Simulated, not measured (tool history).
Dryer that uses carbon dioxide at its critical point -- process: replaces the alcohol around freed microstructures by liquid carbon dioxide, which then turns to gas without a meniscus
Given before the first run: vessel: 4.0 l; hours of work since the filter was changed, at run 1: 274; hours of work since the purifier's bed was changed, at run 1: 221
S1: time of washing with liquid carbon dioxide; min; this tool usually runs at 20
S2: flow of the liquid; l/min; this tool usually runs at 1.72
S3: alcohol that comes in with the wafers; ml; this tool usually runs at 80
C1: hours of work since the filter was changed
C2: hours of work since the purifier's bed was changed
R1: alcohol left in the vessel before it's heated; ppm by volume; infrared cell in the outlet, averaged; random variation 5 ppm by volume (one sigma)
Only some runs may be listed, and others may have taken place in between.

| run | day | S1 | S2 | S3 | C1 | C2 | R1 |
|---|---|---|---|---|---|---|---|
| 1 | 0.000 | 20 | 1.72 | 80 | 274 | 221 | 135 |
| 2 | 1.738 | 20 | 1.72 | 80 | 294 | 240 | 138 |
| 3 | 3.275 | 20 | 1.72 | 80 | 311 | 257 | 154 |
| 4 | 4.504 | 20 | 1.72 | 80 | 324 | 271 | 164 |
| 5 | 5.954 | 20 | 1.72 | 80 | 341 | 287 | 158 |
| 6 | 6.825 | 20 | 2.76 | 80 | 350 | 297 | 139 |
| 7 | 8.417 | 19 | 1.72 | 80 | 368 | 314 | 184 |
| 8 | 9.229 | 14 | 1.43 | 29 | 377 | 324 | 307 |
| 9 | 11.008 | 14 | 1.43 | 29 | 397 | 343 | 314 |
| 10 | 12.196 | 14 | 1.43 | 29 | 410 | 357 | 331 |

Each row is a separate what-if for the run after 10, all from the same tool condition, not one after another. Results?
| A | 13.488 | 15 | 2.24 | 101 | 424 | 371 | ? |
| B | 13.488 | 30 | 2.60 | 22 | 424 | 371 | ? |
| C | 13.488 | 14 | 1.97 | 29 | 424 | 371 | ? |
| D | 13.488 | 20 | 1.72 | 101 | 424 | 371 | ? |

| run | R1 |
|---|---|
| A | 212 |
| B | 170 |
| C | 203 |
| D | 212 |
With the hidden condition removed and each run's random variation left untouched, the same runs would have given:
| run | R1 |
|---|---|
| A | 19 |
| B | 2 |
| C | 20 |
| D | 22 |
